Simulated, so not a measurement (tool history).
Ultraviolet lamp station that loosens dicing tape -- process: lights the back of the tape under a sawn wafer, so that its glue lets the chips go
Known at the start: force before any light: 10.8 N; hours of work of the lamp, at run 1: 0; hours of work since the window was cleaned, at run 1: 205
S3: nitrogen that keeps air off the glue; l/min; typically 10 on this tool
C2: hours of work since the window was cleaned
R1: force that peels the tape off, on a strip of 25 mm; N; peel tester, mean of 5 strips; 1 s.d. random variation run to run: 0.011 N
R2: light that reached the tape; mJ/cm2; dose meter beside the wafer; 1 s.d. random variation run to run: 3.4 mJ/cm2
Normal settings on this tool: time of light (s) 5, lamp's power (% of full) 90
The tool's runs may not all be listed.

{"run": 1, "hour": 0.0, "time of light (s)": 5, "lamp's power (% of full)": 90, "S3": 10, "hours of work of the lamp": 0, "C2": 205, "R1": 0.579, "R2": 510}
{"hour": 61.7, "done": "window cleaned of glue's vapour"}
{"run": 2, "hour": 66.6, "time of light (s)": 5, "lamp's power (% of full)": 90, "S3": 10, "hours of work of the lamp": 46, "C2": 3, "R1": 0.692, "R2": 467}
{"run": 3, "hour": 131.0, "time of light (s)": 5, "lamp's power (% of full)": 90, "S3": 4, "hours of work of the lamp": 91, "C2": 48, "R1": 1.616, "R2": 456}
{"run": 4, "hour": 166.7, "time of light (s)": 5, "lamp's power (% of full)": 90, "S3": 4, "hours of work of the lamp": 116, "C2": 73, "R1": 1.641, "R2": 449}
{"run": 5, "hour": 244.8, "time of light (s)": 5, "lamp's power (% of full)": 90, "S3": 6, "hours of work of the lamp": 171, "C2": 128, "R1": 1.295, "R2": 431}
{"run": 6, "hour": 314.0, "time of light (s)": 5, "lamp's power (% of full)": 90, "S3": 6, "hours of work of the lamp": 219, "C2": 176, "R1": 1.444, "R2": 415}
{"run": 7, "hour": 374.3, "time of light (s)": 5, "lamp's power (% of full)": 90, "S3": 10, "hours of work of the lamp": 261, "C2": 218, "R1": 0.932, "R2": 398}
{"hour": 418.2, "done": "window cleaned of glue's vapour"}
{"run": 8, "hour": 442.5, "time of light (s)": 5, "lamp's power (% of full)": 81, "S3": 10, "hours of work of the lamp": 308, "C2": 17, "R1": 0.849, "R2": 421}
{"run": 9, "hour": 510.8, "time of light (s)": 5, "lamp's power (% of full)": 71, "S3": 10, "hours of work of the lamp": 356, "C2": 65, "R1": 1.199, "R2": 354}
{"hour": 523.3, "done": "window cleaned of glue's vapour, once more"}
{"run": 10, "hour": 562.8, "time of light (s)": 5, "lamp's power (% of full)": 71, "S3": 10, "hours of work of the lamp": 392, "C2": 28, "R1": 1.212, "R2": 354}
{"run": 11, "hour": 620.0, "time of light (s)": 5, "lamp's power (% of full)": 71, "S3": 10, "hours of work of the lamp": 432, "C2": 68, "R1": 1.297, "R2": 340}
{"run": 12, "hour": 652.5, "time of light (s)": 4, "lamp's power (% of full)": 90, "S3": 4, "hours of work of the lamp": 455, "C2": 90, "R1": 2.529, "R2": 345}
{"run": 13, "hour": 692.6, "time of light (s)": 4, "lamp's power (% of full)": 90, "S3": 4, "hours of work of the lamp": 483, "C2": 118, "R1": 2.56, "R2": 336}
{"run": 14, "hour": 751.3, "time of light (s)": 6, "lamp's power (% of full)": 81, "S3": 10, "hours of work of the lamp": 524, "C2": 159, "R1": 0.79, "R2": 438}
{"run": 15, "hour": 790.3, "time of light (s)": 3, "lamp's power (% of full)": 64, "S3": 10, "hours of work of the lamp": 551, "C2": 186, "R1": 3.58, "R2": 168}
{"run": 16, "hour": 853.2, "time of light (s)": 3, "lamp's power (% of full)": 64, "S3": 10, "hours of work of the lamp": 595, "C2": 230, "R1": 3.899, "R2": 165}

What if the next run were any one of these 4? Each begins from the tool's condition after run 16:
{"hour": 878.8, "done": "window cleaned of glue's vapour"}
{"run": "A", "hour": 926.5, "time of light (s)": 3, "lamp's power (% of full)": 79, "S3": 10, "hours of work of the lamp": 646, "C2": 33, "R1": "?", "R2": "?"}
{"hour": 878.8, "done": "window cleaned of glue's vapour"}
{"run": "B", "hour": 926.5, "time of light (s)": 8, "lamp's power (% of full)": 95, "S3": 10, "hours of work of the lamp": 646, "C2": 33, "R1": "?", "R2": "?"}
{"hour": 878.8, "done": "window cleaned of glue's vapour"}
{"run": "C", "hour": 926.5, "time of light (s)": 5, "lamp's power (% of full)": 87, "S3": 3, "hours of work of the lamp": 646, "C2": 33, "R1": "?", "R2": "?"}
{"hour": 878.8, "done": "window cleaned of glue's vapour"}
{"run": "D", "hour": 926.5, "time of light (s)": 3, "lamp's power (% of full)": 90, "S3": 10, "hours of work of the lamp": 646, "C2": 33, "R1": "?", "R2": "?"}

run=A R1=2.86 R2=209
run=B R1=0.341 R2=666
run=C R1=2.637 R2=383
run=D R1=2.425 R2=239
Without the tool's unlogged condition, the same runs would have read:
run=A R1=1.737 R2=293
run=B R1=0.238 R2=933
run=C R1=1.55 R2=536
run=D R1=1.395 R2=334

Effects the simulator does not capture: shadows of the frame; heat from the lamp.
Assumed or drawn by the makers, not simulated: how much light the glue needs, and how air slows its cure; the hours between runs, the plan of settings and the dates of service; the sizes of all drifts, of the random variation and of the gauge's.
